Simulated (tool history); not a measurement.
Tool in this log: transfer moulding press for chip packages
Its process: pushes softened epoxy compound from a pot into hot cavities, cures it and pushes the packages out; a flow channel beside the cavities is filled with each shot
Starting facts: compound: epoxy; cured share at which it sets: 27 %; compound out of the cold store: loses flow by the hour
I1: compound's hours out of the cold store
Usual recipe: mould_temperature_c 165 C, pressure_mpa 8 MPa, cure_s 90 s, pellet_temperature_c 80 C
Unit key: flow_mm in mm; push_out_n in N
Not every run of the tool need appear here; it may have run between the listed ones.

Run 1, hour 0: usual settings; I1 45.8. Result: flow_mm 460 mm, push_out_n 615 N.
Run 2, hour 5.8: usual settings but mould_temperature_c 162 C; I1 21.4. Result: flow_mm 540 mm, push_out_n 802 N.
Run 3, hour 12.6: usual settings but pellet_temperature_c 76 C; I1 33. Result: flow_mm 494 mm, push_out_n 819 N.
Run 4, hour 17.1: usual settings; I1 32.9. Result: flow_mm 497 mm, push_out_n 806 N.
Run 5, hour 21.7: usual settings; I1 10.8. Result: flow_mm 569 mm, push_out_n 855 N.
Run 6, hour 32.6: usual settings; I1 33.9. Result: flow_mm 492 mm, push_out_n 434 N.
Run 7, hour 39.7: usual settings; I1 34.2. Result: flow_mm 490 mm, push_out_n 542 N.
Run 8, hour 43.9: usual settings; I1 35.7. Result: flow_mm 487 mm, push_out_n 554 N.
Run 9, hour 50.3: usual settings; I1 26.5. Result: flow_mm 514 mm, push_out_n 629 N.
Run 10, hour 55.5: usual settings; I1 34.4. Result: flow_mm 489 mm, push_out_n 639 N.
Run 11, hour 66.3: usual settings; I1 8.9. Result: flow_mm 571 mm, push_out_n 508 N.
Run 12, hour 74.1: usual settings; I1 25. Result: flow_mm 518 mm, push_out_n 584 N.
Run 13, hour 82.3: usual settings; I1 35.4. Result: flow_mm 483 mm, push_out_n 637 N.
Run 14, hour 90.7: usual settings; I1 29. Result: flow_mm 530 mm, push_out_n 680 N.
Run 15, hour 99.5: usual settings; I1 34.9. Result: flow_mm 512 mm, push_out_n 454 N.
Run 16, hour 105.4: usual settings but pressure_mpa 6.28 MPa, pellet_temperature_c 71 C; I1 29. Result: flow_mm 469 mm, push_out_n 524 N.
Run 17, hour 114.6: usual settings but pressure_mpa 9.25 MPa, pellet_temperature_c 71 C; I1 40.7. Result: flow_mm 528 mm, push_out_n 600 N.
Run 18, hour 118.9: usual settings but pressure_mpa 9.25 MPa, pellet_temperature_c 71 C; I1 8.3. Result: flow_mm 650 mm, push_out_n 690 N.
Run 19, hour 128.6: usual settings but pressure_mpa 9.25 MPa, pellet_temperature_c 71 C; I1 42.6. Result: flow_mm 524 mm, push_out_n 430 N.
Run 20, hour 137.9: usual settings but pressure_mpa 9.25 MPa, pellet_temperature_c 71 C; I1 9.9. Result: flow_mm 643 mm, push_out_n 584 N.
Run 21, hour 143: usual settings but mould_temperature_c 171 C, pressure_mpa 8.94 MPa, cure_s 83 s, pellet_temperature_c 70 C; I1 13.6. Result: flow_mm 601 mm, push_out_n 548 N.
Run 22, hour 148.3: usual settings but mould_temperature_c 171 C, pressure_mpa 6.62 MPa, cure_s 83 s, pellet_temperature_c 74 C; I1 35.5. Result: flow_mm 452 mm, push_out_n 575 N.
Run 23, hour 157.4: usual settings but mould_temperature_c 169 C, pressure_mpa 7.14 MPa, cure_s 83 s, pellet_temperature_c 81 C; I1 40.2. Result: flow_mm 459 mm, push_out_n 349 N.
Run 24, hour 163: usual settings but pressure_mpa 9.53 MPa; I1 15.4. Result: flow_mm 627 mm, push_out_n 479 N.
Run 25, hour 167.8: usual settings but pressure_mpa 9.53 MPa; I1 11.1. Result: flow_mm 644 mm, push_out_n 553 N.
Run 26, hour 172.2: usual settings but pressure_mpa 9.53 MPa; I1 31.6. Result: flow_mm 565 mm, push_out_n 563 N.
Run 27, hour 181: usual settings but pressure_mpa 9.53 MPa; I1 32.1. Result: flow_mm 565 mm, push_out_n 626 N.
Run 28, hour 192.1: usual settings but pressure_mpa 9.53 MPa, cure_s 116 s, pellet_temperature_c 77 C; I1 28.2. Result: flow_mm 576 mm, push_out_n 371 N.

Withheld: 8 entries from between the runs. Position of each, and hidden state at the listed run before versus the listed run after:
Between runs 2 and 3: cavities cleaned with cleaning compound and waxed (hour 9.7)
  pressure that reaches the compound, % of what is set: 91.4 -> 91.29; grip of the stained cavities, % over clean ones': 75.5 -> 112.4
  measured result minus the result with no hidden state, flow_mm: -25 -> -23 mm; push_out_n: +342 -> +438 N
Between runs 5 and 6: cavities cleaned with cleaning compound and waxed, once more (hour 29.1)
  true mould temperature over the reading, C: -0.03 -> -0.02; pressure that reaches the compound, % of what is set: 91.08 -> 90.85; grip of the stained cavities, % over clean ones': 113.5 -> 15.9
  measured result minus the result with no hidden state, flow_mm: -27 -> -25 mm; push_out_n: +458 -> +61 N
Between runs 10 and 11: cavities cleaned with cleaning compound and waxed (hour 60.3)
  pressure that reaches the compound, % of what is set: 90.33 -> 90.1; grip of the stained cavities, % over clean ones': 73.5 -> 28
  measured result minus the result with no hidden state, flow_mm: -26 -> -31 mm; push_out_n: +267 -> +114 N
Between runs 13 and 14: plunger's sealing rings changed (hour 89.5)
  pressure that reaches the compound, % of what is set: 89.73 -> 99.67; grip of the stained cavities, % over clean ones': 68.3 -> 78
  measured result minus the result with no hidden state, flow_mm: -27 -> -1 mm; push_out_n: +257 -> +296 N
Between runs 14 and 15: cavities cleaned with cleaning compound and waxed (hour 94.6)
  true mould temperature over the reading, C: 0.02 -> 0.03; pressure that reaches the compound, % of what is set: 99.67 -> 99.51; grip of the stained cavities, % over clean ones': 78 -> 21.2
  measured result minus the result with no hidden state, flow_mm: -1 -> -2 mm; push_out_n: +296 -> +80 N
Between runs 18 and 19: cavities cleaned with cleaning compound and waxed (hour 126.2)
  true mould temperature over the reading, C: 0.04 -> 0.05; pressure that reaches the compound, % of what is set: 99.07 -> 98.88; grip of the stained cavities, % over clean ones': 70.4 -> 9.9
  measured result minus the result with no hidden state, flow_mm: -3 -> -3 mm; push_out_n: +284 -> +37 N
Between runs 22 and 23: cavities cleaned with cleaning compound and waxed (hour 157.4)
  pressure that reaches the compound, % of what is set: 98.45 -> 98.26; grip of the stained cavities, % over clean ones': 65.8 -> 0.5
  measured result minus the result with no hidden state, flow_mm: -4 -> -4 mm; push_out_n: +229 -> +2 N
Between runs 27 and 28: cavities cleaned with cleaning compound and waxed (hour 188.9)
  true mould temperature over the reading, C: 0.09 -> 0.1; pressure that reaches the compound, % of what is set: 97.73 -> 97.5; grip of the stained cavities, % over clean ones': 70.1 -> 12.7
  measured result minus the result with no hidden state, flow_mm: -7 -> -8 mm; push_out_n: +257 -> +42 N

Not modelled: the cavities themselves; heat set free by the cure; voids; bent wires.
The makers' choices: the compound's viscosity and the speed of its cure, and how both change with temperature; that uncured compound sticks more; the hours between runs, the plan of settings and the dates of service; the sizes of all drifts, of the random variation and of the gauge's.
